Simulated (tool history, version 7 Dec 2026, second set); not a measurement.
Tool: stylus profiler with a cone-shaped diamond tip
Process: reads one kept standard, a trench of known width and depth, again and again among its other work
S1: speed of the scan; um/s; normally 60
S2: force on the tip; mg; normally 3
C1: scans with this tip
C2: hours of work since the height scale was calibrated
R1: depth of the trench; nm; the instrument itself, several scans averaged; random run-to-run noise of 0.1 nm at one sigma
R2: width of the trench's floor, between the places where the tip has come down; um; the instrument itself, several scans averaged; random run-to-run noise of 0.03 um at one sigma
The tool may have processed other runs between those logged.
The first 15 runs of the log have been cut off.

run   hour   S1    S2    C1   C2      R1     R2
 16  185.6   60     3  5926  624  101.84  28.33
 17  194.3   19  6.22  5990  630  102.89  28.53
 18  203.3   22   5.1  6056  637  102.35  28.46
 19  220.3  186  3.47  6181  650  102.12  27.91
 20  231.6  186  3.47  6264  659     102   27.8
 21  240.5   37   6.5  6330  666  103.06  28.38
 22  252.1   37   6.5  6415  675  102.95  28.43
 23  269.5   37   6.5  6543  689  103.08  28.48
 24  280.9   37   6.5  6626  697   103.1   28.4
 25  288.4  110   5.6  6682  703  102.96   28.2
 26  298.9  110   5.6  6759  711  102.78  28.18
 27  313.1  110   5.6  6863  722  102.76  28.26
 28    325   40  8.96  6951  732   103.7  28.42
 29    343   26     3  7083  745  101.83  28.38
 30  356.3   60  3.79  7181  756  102.26   28.3

Each row is a separate what-if for the run after 30, all from the same tool condition, not one after another. Results?
  A   372  162  3.06  7296  768   ?   ?
  B   372   16  5.76  7296  768   ?   ?
  C   372   32  1.04  7296  768   ?   ?
  D   372   25  3.22  7296  768   ?   ?

run      R1     R2
  A  102.02  27.84
  B  102.87  28.53
  C  101.22  28.31
  D  101.93  28.41
Without the tool's unlogged condition, the same runs would have read:
run      R1     R2
  A  101.66  28.07
  B  102.51  28.77
  C  100.86  28.55
  D  101.58  28.64

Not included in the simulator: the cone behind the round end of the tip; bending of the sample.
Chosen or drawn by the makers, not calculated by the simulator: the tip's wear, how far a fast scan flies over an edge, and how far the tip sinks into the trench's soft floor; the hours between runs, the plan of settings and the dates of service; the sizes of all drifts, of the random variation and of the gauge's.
